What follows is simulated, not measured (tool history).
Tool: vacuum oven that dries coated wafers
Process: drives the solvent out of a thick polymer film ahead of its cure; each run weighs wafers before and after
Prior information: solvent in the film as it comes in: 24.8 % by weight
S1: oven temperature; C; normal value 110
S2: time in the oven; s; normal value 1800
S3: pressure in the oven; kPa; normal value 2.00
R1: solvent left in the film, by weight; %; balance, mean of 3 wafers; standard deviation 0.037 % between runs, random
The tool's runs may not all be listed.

Run 1, hour 0.0: usual settings. Result: R1 3.18 %.
Run 2, hour 21.2: usual settings. Result: R1 3.10 %.
Run 3, hour 40.2: usual settings. Result: R1 3.18 %.
Run 4, hour 55.1: usual settings. Result: R1 3.10 %.
Run 5, hour 76.8: usual settings but S1 119 C. Result: R1 1.95 %.
Run 6, hour 89.8: usual settings. Result: R1 3.10 %.
At hour 93.8: vacuum gauge cleaned of residue and calibrated.
Run 7, hour 118.4: usual settings but S3 5.20 kPa. Result: R1 6.12 %.
Run 8, hour 135.2: usual settings but S2 1740 s. Result: R1 3.25 %.
Run 9, hour 153.4: usual settings but S1 116 C, S2 1740 s, S3 1.42 kPa. Result: R1 1.89 %.

Forecast run 10:
Run 10, hour 172.5: usual settings but S1 124 C. Result: R1 ?.

{"run 10": {"R1": 1.51}}
With no hidden state in the tool, this same run would have given R1 1.35 %.
